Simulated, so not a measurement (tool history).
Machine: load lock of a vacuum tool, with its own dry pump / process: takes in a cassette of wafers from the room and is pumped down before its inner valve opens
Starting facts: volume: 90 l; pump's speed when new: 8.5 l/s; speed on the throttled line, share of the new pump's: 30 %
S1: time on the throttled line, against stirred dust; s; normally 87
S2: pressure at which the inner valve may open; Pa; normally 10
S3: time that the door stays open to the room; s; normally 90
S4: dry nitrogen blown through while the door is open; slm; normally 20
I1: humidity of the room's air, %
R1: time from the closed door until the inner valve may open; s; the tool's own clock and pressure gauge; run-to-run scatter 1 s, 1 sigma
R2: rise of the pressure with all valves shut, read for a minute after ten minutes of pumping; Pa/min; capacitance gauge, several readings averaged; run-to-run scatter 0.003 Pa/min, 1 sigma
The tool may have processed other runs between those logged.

{"run": 1, "day": 0.0, "S1": 87, "S2": 10, "S3": 90, "S4": 20, "I1": 42.5, "R1": 171.5, "R2": 0.601}
{"day": 1.871, "done": "door's seal changed, seat wiped"}
{"run": 2, "day": 7.288, "S1": 87, "S2": 10, "S3": 90, "S4": 20, "I1": 44.4, "R1": 171.7, "R2": 0.038}
{"run": 3, "day": 16.608, "S1": 87, "S2": 9, "S3": 90, "S4": 20, "I1": 43.3, "R1": 173.2, "R2": 0.038}
{"run": 4, "day": 31.583, "S1": 78, "S2": 10, "S3": 90, "S4": 20, "I1": 47.3, "R1": 167.4, "R2": 0.048}
{"run": 5, "day": 40.212, "S1": 78, "S2": 10, "S3": 90, "S4": 20, "I1": 43.5, "R1": 167.2, "R2": 0.047}
{"run": 6, "day": 51.975, "S1": 78, "S2": 10, "S3": 90, "S4": 20, "I1": 44.3, "R1": 165.4, "R2": 0.064}
{"run": 7, "day": 62.996, "S1": 87, "S2": 7, "S3": 90, "S4": 20, "I1": 46.4, "R1": 179.4, "R2": 0.07}
{"run": 8, "day": 69.938, "S1": 52, "S2": 15, "S3": 90, "S4": 20, "I1": 44.0, "R1": 147.1, "R2": 0.076}
{"run": 9, "day": 83.829, "S1": 81, "S2": 10, "S3": 90, "S4": 20, "I1": 41.9, "R1": 169.1, "R2": 0.092}
{"run": 10, "day": 97.479, "S1": 81, "S2": 11, "S3": 148, "S4": 20, "I1": 46.9, "R1": 169.3, "R2": 0.117}
{"run": 11, "day": 106.3, "S1": 87, "S2": 13, "S3": 90, "S4": 5, "I1": 46.0, "R1": 170.7, "R2": 0.133}
{"run": 12, "day": 119.662, "S1": 87, "S2": 9, "S3": 90, "S4": 14, "I1": 45.1, "R1": 176.9, "R2": 0.14}

Consider 4 possible next runs. They are alternatives, not a sequence: every one starts from the tool as it was left by run 12. What does each give?
{"run": "A", "day": 127.354, "S1": 87, "S2": 12, "S3": 90, "S4": 20, "I1": 44.0, "R1": "?", "R2": "?"}
{"run": "B", "day": 127.354, "S1": 171, "S2": 15, "S3": 151, "S4": 14, "I1": 47.2, "R1": "?", "R2": "?"}
{"run": "C", "day": 127.354, "S1": 87, "S2": 10, "S3": 90, "S4": 14, "I1": 44.5, "R1": "?", "R2": "?"}
{"run": "D", "day": 127.354, "S1": 109, "S2": 9, "S3": 90, "S4": 14, "I1": 45.7, "R1": "?", "R2": "?"}

run=A R1=174.7 R2=0.135
run=B R1=222.8 R2=0.167
run=C R1=174.0 R2=0.145
run=D R1=190.2 R2=0.147
With the hidden condition removed and each run's random variation left untouched, the same runs would have given:
run=A R1=158.9 R2=0.026
run=B R1=213.2 R2=0.057
run=C R1=158.2 R2=0.037
run=D R1=175.3 R2=0.038

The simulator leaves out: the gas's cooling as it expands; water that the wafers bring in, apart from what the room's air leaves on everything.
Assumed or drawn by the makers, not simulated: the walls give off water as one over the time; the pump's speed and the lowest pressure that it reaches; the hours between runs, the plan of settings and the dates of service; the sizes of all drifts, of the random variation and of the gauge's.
